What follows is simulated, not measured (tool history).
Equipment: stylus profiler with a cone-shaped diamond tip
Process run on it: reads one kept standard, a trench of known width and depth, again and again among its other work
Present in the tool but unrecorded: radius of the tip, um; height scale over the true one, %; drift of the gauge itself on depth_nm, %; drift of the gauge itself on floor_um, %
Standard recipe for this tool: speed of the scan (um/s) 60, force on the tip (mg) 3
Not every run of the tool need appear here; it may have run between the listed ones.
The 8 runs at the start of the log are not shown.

run,day,speed of the scan (um/s),force on the tip (mg),scans with this tip,hours of work since the height scale was calibrated,depth of the trench (Å),width of the trench's floor (µm)
9,4.992,51,1.38,4576,484,1010.2,18.16
10,5.6,60,3,4654,493,1016,18.26
11,6.35,60,3.78,4749,503,1018.8,18.33
12,6.967,212,3,4828,511,1015.9,17.42
13,7.429,212,3,4887,517,1016.5,17.46
14,8.325,60,3,5001,529,1016.1,18.21
15,9,60,6.05,5088,538,1025.5,18.32
16,9.562,60,6.05,5160,546,1025.8,18.36
17,10.038,60,6.05,5220,553,1025.9,18.32
18,10.925,60,6.05,5333,564,1025.2,18.33
19,11.85,60,6.05,5451,577,1025.9,18.27
20,12.454,60,2.97,5528,585,1016,18.25
21,12.867,16,3,5581,591,1016.6,18.43
22,13.654,76,1.58,5682,601,1011.1,17.98
23,14.529,15,3.13,5793,613,1016.5,18.47

Expected results for the next run?
# day 14.617: height scale calibrated on a step standard
24,15.346,24,1.34,5895,10,?,?

Run 24 measured depth of the trench (Å) 1009.9, width of the trench's floor (µm) 18.28.
On a tool with no hidden condition, and with the same random variation, this run would have come out at depth of the trench (Å) 1008.9, width of the trench's floor (µm) 18.51.
